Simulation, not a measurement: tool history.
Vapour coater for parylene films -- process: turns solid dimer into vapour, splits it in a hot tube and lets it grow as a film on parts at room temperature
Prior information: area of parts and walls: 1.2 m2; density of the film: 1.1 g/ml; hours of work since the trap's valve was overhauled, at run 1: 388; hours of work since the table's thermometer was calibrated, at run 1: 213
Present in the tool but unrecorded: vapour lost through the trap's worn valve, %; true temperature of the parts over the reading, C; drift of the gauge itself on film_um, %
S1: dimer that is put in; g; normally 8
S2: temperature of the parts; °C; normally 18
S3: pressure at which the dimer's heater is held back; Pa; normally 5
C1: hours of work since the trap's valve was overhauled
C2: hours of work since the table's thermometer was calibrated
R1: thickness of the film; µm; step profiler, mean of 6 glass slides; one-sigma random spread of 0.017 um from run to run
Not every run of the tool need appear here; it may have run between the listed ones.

{"run": 1, "hour": 0.0, "S1": 8, "S2": 18, "S3": 5, "C1": 388, "C2": 213, "R1": 3.07}
{"run": 2, "hour": 15.9, "S1": 8, "S2": 14, "S3": 5, "C1": 395, "C2": 220, "R1": 3.51}
{"run": 3, "hour": 29.5, "S1": 8, "S2": 14, "S3": 5, "C1": 401, "C2": 226, "R1": 3.49}
{"run": 4, "hour": 51.8, "S1": 8, "S2": 14, "S3": 5, "C1": 411, "C2": 236, "R1": 3.54}
{"run": 5, "hour": 61.4, "S1": 8, "S2": 18, "S3": 4.6, "C1": 415, "C2": 240, "R1": 3.13}
{"run": 6, "hour": 77.5, "S1": 8, "S2": 18, "S3": 4.6, "C1": 422, "C2": 247, "R1": 3.14}
{"run": 7, "hour": 95.8, "S1": 8, "S2": 18, "S3": 4.6, "C1": 430, "C2": 255, "R1": 3.15}
{"run": 8, "hour": 114.1, "S1": 8, "S2": 18, "S3": 4.6, "C1": 438, "C2": 263, "R1": 3.15}
{"run": 9, "hour": 125.7, "S1": 12, "S2": 24, "S3": 2.03, "C1": 444, "C2": 269, "R1": 4.46}
{"run": 10, "hour": 144.8, "S1": 12, "S2": 24, "S3": 2.03, "C1": 452, "C2": 277, "R1": 4.42}
{"run": 11, "hour": 157.2, "S1": 12, "S2": 24, "S3": 2.03, "C1": 458, "C2": 283, "R1": 4.41}
{"run": 12, "hour": 170.0, "S1": 13, "S2": 16, "S3": 3.5, "C1": 463, "C2": 288, "R1": 5.75}
{"run": 13, "hour": 183.6, "S1": 13, "S2": 14, "S3": 3.5, "C1": 469, "C2": 294, "R1": 6.08}
{"run": 14, "hour": 201.3, "S1": 10, "S2": 18, "S3": 10.96, "C1": 477, "C2": 302, "R1": 3.48}
{"run": 15, "hour": 213.5, "S1": 5, "S2": 11, "S3": 7.98, "C1": 483, "C2": 308, "R1": 2.26}

Hidden state or all else? Some run-to-run changes of R1, split into what the settings, what came in and random variation would give without the hidden state, and what is left for the hidden state (with any gauge scatter that isn't in both results):
Run 13 -> 14: S1 13 -> 10, S2 14 -> 18, S3 3.5 -> 10.96. R1 -2.6 µm: hidden state -0.02, all else -2.58.
